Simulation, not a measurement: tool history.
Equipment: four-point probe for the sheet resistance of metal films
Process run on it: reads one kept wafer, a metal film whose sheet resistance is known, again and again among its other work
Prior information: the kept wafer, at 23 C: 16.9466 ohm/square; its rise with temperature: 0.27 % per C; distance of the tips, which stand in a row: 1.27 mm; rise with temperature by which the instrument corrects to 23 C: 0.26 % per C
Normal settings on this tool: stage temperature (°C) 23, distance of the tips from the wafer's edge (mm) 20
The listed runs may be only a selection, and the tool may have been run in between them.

run,hour,stage temperature (°C),distance of the tips from the wafer's edge (mm),sheet resistance as the instrument gives it (ohm/square)
1,0.0,23,20,16.987241
2,36.9,23,20,16.986532
3,72.7,26,20,16.981769
4,103.6,23,20,16.983413
5,141.7,23,20,16.979517
6,178.9,23,20,16.983058
7,211.6,26,60,16.952955
8,251.7,33,74,16.974762
9,274.2,33,53,16.964360
10,300.2,22,53,16.948842
11,327.2,22,53,16.951456

Consider 5 possible next runs. They are alternatives, not a sequence: every one starts from the tool as it was left by run 11. What does each give?
A,357.4,20,23,?
B,357.4,22,7,?
C,357.4,20,3,?
D,357.4,18,5,?
E,357.4,35,17,?

run,sheet resistance as the instrument gives it (ohm/square)
A,16.967629
B,17.239593
C,18.418671
D,17.510825
E,17.025457
Without the tool's hidden state the same runs would have given:
run,sheet resistance as the instrument gives it (ohm/square)
A,16.969201
B,17.241187
C,18.420366
D,17.512444
E,17.027029

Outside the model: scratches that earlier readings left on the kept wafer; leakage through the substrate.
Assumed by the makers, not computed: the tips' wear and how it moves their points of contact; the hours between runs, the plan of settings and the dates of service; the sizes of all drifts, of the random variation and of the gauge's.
